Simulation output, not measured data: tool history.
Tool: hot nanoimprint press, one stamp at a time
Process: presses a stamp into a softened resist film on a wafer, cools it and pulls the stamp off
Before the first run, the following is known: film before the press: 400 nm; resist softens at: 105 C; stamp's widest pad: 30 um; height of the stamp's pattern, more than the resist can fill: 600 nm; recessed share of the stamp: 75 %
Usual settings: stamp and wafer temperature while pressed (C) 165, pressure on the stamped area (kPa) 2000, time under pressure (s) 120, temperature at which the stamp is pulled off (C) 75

run   hour  stamp and wafer temperature while pressed (C)  pressure on the stamped area (kPa)  time under pressure (s)  temperature at which the stamp is pulled off (C)  resist left under the stamp's widest pad (Å)  greatest force while the stamp is pulled off (N)
  1      0                                            165                                2000                      120                                                75                                          1895                                               200
  2    8.2                                            165                                2000                      120                                                75                                          1878                                               201
  3   20.8                                            165                                2000                      120                                                75                                          1850                                               199
  4   31.7                                            158                                2000                      120                                                75                                          2576                                               192
  5   43.6                                            158                                2000                      120                                                75                                          2594                                               196
  6   51.8                                            165                                2000                      100                                                75                                          2006                                               200
  7   62.2                                            165                                2000                       76                                                75                                          2197                                               199
  8   69.3                                            165                                2000                       76                                                75                                          2191                                               203
  9   79.6                                            165                                2000                       76                                                75                                          2200                                               192
 10   91.3                                            165                                2000                       76                                                75                                          2229                                               206
 11  105.5                                            165                                2000                       76                                                75                                          2198                                               205

What does the tool deliver on the next run?
 12  117.8                                            161                                1900                      152                                                63                                             ?                                                 ?

{"run 12": {"resist left under the stamp's widest pad (Å)": 2129, "greatest force while the stamp is pulled off (N)": 216}}
The same run, on a tool lacking any hidden state, would have yielded resist left under the stamp's widest pad (Å) 2122, greatest force while the stamp is pulled off (N) 214.
